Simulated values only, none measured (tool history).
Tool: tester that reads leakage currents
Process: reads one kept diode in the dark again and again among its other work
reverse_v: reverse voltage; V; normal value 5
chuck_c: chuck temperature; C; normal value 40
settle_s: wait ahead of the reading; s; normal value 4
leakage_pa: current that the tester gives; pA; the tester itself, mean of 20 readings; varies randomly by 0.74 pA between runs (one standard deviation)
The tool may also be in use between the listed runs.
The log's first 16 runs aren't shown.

run,hour,reverse_v,chuck_c,settle_s,hours of work since the probe card was cleaned,hours of work since the tester was calibrated,hours of work since the chuck was calibrated,leakage_pa
17,518.2,2.44,40,3.28,1208,1017,142,174.09
18,538.2,2.44,40,3.28,1220,1029,154,174.09
19,560.6,2.44,40,3.28,1233,1043,167,173.66
20,609.6,5,40,4,1262,1072,197,257.22
21,630.7,2.82,26,4.55,1275,1084,209,57.21
22,677,2.82,26,4.55,1302,1112,237,57.58
23,700.3,7.69,22,1.22,1316,1126,250,74.14
24,747.9,7.69,22,1.22,1345,1154,279,74.28
25,769.7,5,40,2.01,1358,1167,292,260.76
26,817.8,2.86,40,0.41,1386,1196,320,192.38
27,843.9,2.86,28,0.41,1402,1211,336,70.42
28,870.9,2.86,28,0.41,1418,1227,352,70.8
29,902.8,2.86,28,0.41,1437,1246,371,70.73
30,933.8,3.89,28,1.97,1455,1265,389,82.88
31,955.4,11.3,43,2.78,1468,1278,402,525.34
32,975.7,1.15,40,2.22,1480,1290,414,118.24
33,1022.2,1.15,40,2.22,1508,1317,442,118.65
34,1065,1.2,58,2.29,1533,1343,468,509.76
35,1111.4,7.55,57,5.26,1561,1370,495,1270.14
36,1139.4,7.55,57,5.26,1578,1387,512,1273.13
37,1179.5,7.55,57,5.26,1601,1411,536,1269.93
38,1207.6,7.55,57,5.26,1618,1428,552,1276.07
39,1231.5,5,42,0.48,1632,1442,567,316.9

Branching from run 39: 3 alternative next runs. What would each branch give?
A,1264.2,13.13,40,5.52,1652,1461,586,?
B,1264.2,6.62,42,1.64,1652,1461,586,?
C,1264.2,1.81,37,7.11,1652,1461,586,?

run,leakage_pa
A,456.32
B,368.72
C,120.11
With no hidden state in the tool, these same runs would have given:
run,leakage_pa
A,413.86
B,341.98
C,111.87
